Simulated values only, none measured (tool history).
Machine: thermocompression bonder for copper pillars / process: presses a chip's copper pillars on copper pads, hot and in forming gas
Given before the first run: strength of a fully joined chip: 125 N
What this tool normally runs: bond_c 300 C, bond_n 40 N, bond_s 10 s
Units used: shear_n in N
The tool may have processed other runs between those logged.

run   hour  bond_c  bond_n  bond_s  shear_n
  1      0     300      40      10     62.2
  2   13.8     300      40      10     62.6
  3   26.2     300      40      10     62.9
  4   45.7     300      40      10     62.6
  5   63.1     300      40       7     55.4
  6   76.9     300      47      10     71.3
  7   95.1     312      40      10     68.8
  8  103.7     300      40      10     62.8
     116.2  -- forming gas filter changed
  9  119.4     300      40      10     62.4
 10    129     300      49      10     73.6
 11  138.6     300      49      18       87
 12  150.7     300      49      18     87.2
 13  158.8     300      49      18     87.6
 14  174.2     300      49      18     87.2
 15  193.8     300      40      20     77.9
 16    203     300      40      20     78.3
 17  216.5     326      40      20     91.4
 18  226.8     326      40      20     90.9
 19  236.1     300      40      10     62.2
 20  254.7     300      38      10       60
 21  268.4     300      38      10       60
 22  283.4     300      38      10     59.9
 23  295.1     300      36       7     49.8
 24    313     300      36       7     50.2
 25  332.4     323      28      10     54.8
 26  343.8     330      40      10     77.2
 27  357.9     287      53      14     78.7
 28  372.8     295      44      12     69.1
 29  386.1     302      25      12       44
     390.7  -- forming gas filter changed
 30  402.1     302      35      10     56.6
 31  420.5     300      43      10     66.5
 32  433.9     283      33      10     44.9
 33  447.1     300      29      10     46.6
 34  466.1     296      29       8       41
 35  474.8     296      29       8     40.9
 36  486.7     318      47      12     85.6
 37  502.7     318      47      12     84.8
 38  516.7     327      50      12     92.1
 39  535.2     327      50      12       93
 40  552.6     327      50      12     92.6

Each row is a separate what-if for the run after 40, all from the same tool condition, not one after another. Results?
  A  565.4     300      29      10        ?
  B  565.4     300      36      10        ?
  C  565.4     298      49      17        ?
  D  565.4     326      29      21        ?

run  shear_n
  A     46.6
  B     56.7
  C       85
  D       74
Without the tool's hidden state the same runs would have given:
run  shear_n
  A     46.5
  B     56.5
  C     84.8
  D     73.9
